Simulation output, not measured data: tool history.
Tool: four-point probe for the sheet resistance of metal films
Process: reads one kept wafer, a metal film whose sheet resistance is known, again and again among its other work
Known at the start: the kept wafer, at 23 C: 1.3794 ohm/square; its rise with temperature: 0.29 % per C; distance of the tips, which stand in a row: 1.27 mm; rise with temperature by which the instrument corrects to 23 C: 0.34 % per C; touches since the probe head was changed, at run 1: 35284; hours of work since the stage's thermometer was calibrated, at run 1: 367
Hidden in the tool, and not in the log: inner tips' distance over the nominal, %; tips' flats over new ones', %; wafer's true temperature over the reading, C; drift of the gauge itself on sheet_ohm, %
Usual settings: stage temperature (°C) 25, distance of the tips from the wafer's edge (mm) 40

| run | hour | stage temperature (°C) | distance of the tips from the wafer's edge (mm) | touches since the probe head was changed | hours of work since the stage's thermometer was calibrated | sheet resistance as the instrument gives it (ohm/square) |
|---|---|---|---|---|---|---|
| 1 | 0 | 25 | 40 | 35284 | 367 | 1.379258 |
| 2 | 16.9 | 25 | 40 | 35715 | 376 | 1.378989 |
| 3 | 32 | 25 | 40 | 36100 | 384 | 1.378978 |
| 4 | 48.7 | 25 | 40 | 36524 | 394 | 1.378702 |
| 5 | 67.5 | 25 | 40 | 37004 | 404 | 1.37903 |
| 6 | 88.8 | 25 | 40 | 37546 | 416 | 1.378687 |
| 7 | 111.1 | 25 | 40 | 38115 | 428 | 1.3788 |
| 8 | 143 | 25 | 18 | 38927 | 445 | 1.381617 |
| 9 | 166.1 | 25 | 18 | 39516 | 458 | 1.381568 |
| 10 | 179.5 | 25 | 14 | 39858 | 465 | 1.384002 |
| 11 | 203.4 | 25 | 14 | 40467 | 478 | 1.383773 |
| 12 | 220.4 | 25 | 14 | 40900 | 488 | 1.383839 |
| 13 | 240.8 | 25 | 4 | 41419 | 499 | 1.448403 |
| 14 | 267.8 | 25 | 40 | 42107 | 514 | 1.378835 |
| 15 | 292.5 | 25 | 40 | 42736 | 527 | 1.378537 |
| 16 | 306.1 | 21 | 40 | 43082 | 535 | 1.381893 |
| 17 | 337 | 21 | 40 | 43870 | 552 | 1.381914 |
| 18 | 354.4 | 21 | 40 | 44314 | 561 | 1.38222 |
| 19 | 386.1 | 25 | 40 | 45120 | 579 | 1.378467 |
| 20 | 411 | 25 | 40 | 45755 | 592 | 1.378771 |
| 21 | 441.1 | 25 | 40 | 46523 | 609 | 1.378426 |
| 22 | 459.6 | 21 | 16 | 46993 | 619 | 1.38592 |
| 23 | 475.6 | 27 | 16 | 47400 | 628 | 1.381255 |
| 24 | 508.1 | 20 | 14 | 48230 | 646 | 1.388178 |
| 25 | 540.1 | 20 | 14 | 49044 | 663 | 1.388186 |
| 26 | 566.9 | 20 | 14 | 49728 | 678 | 1.388003 |
| 27 | 586.6 | 18 | 56 | 50229 | 689 | 1.383671 |
| 28 | 607.7 | 19 | 17 | 50767 | 700 | 1.387117 |
| 29 | 633.5 | 19 | 17 | 51425 | 714 | 1.386492 |
| 30 | 657.8 | 23 | 30 | 52043 | 728 | 1.38066 |
| 31 | 681.6 | 34 | 18 | 52651 | 741 | 1.375052 |
| 32 | 712.4 | 22 | 40 | 53435 | 758 | 1.381204 |
| 33 | 736 | 22 | 40 | 54036 | 771 | 1.380697 |
| 34 | 765.7 | 27 | 15 | 54793 | 787 | 1.382033 |
| 35 | 794.7 | 27 | 57 | 55530 | 803 | 1.377034 |
| 36 | 819 | 25 | 21 | 56150 | 816 | 1.380968 |
| 37 | 835.4 | 25 | 21 | 56569 | 825 | 1.380886 |
| 38 | 868.4 | 21 | 19 | 57409 | 843 | 1.384474 |
| 39 | 888.5 | 21 | 19 | 57922 | 854 | 1.384679 |
| 40 | 905 | 21 | 19 | 58343 | 863 | 1.384391 |

Forecast each of these 5 alternatives for the next run:
| A | 928.9 | 25 | 15 | 58952 | 876 | ? |
| B | 928.9 | 21 | 19 | 58952 | 876 | ? |
| C | 928.9 | 34 | 28 | 58952 | 876 | ? |
| D | 928.9 | 29 | 20 | 58952 | 876 | ? |
| E | 928.9 | 34 | 40 | 58952 | 876 | ? |

| run | sheet resistance as the instrument gives it (ohm/square) |
|---|---|
| A | 1.383231 |
| B | 1.384421 |
| C | 1.372964 |
| D | 1.378291 |
| E | 1.372693 |
Without the tool's hidden state the same runs would have given:
| run | sheet resistance as the instrument gives it (ohm/square) |
|---|---|
| A | 1.383003 |
| B | 1.384193 |
| C | 1.372738 |
| D | 1.378064 |
| E | 1.372467 |
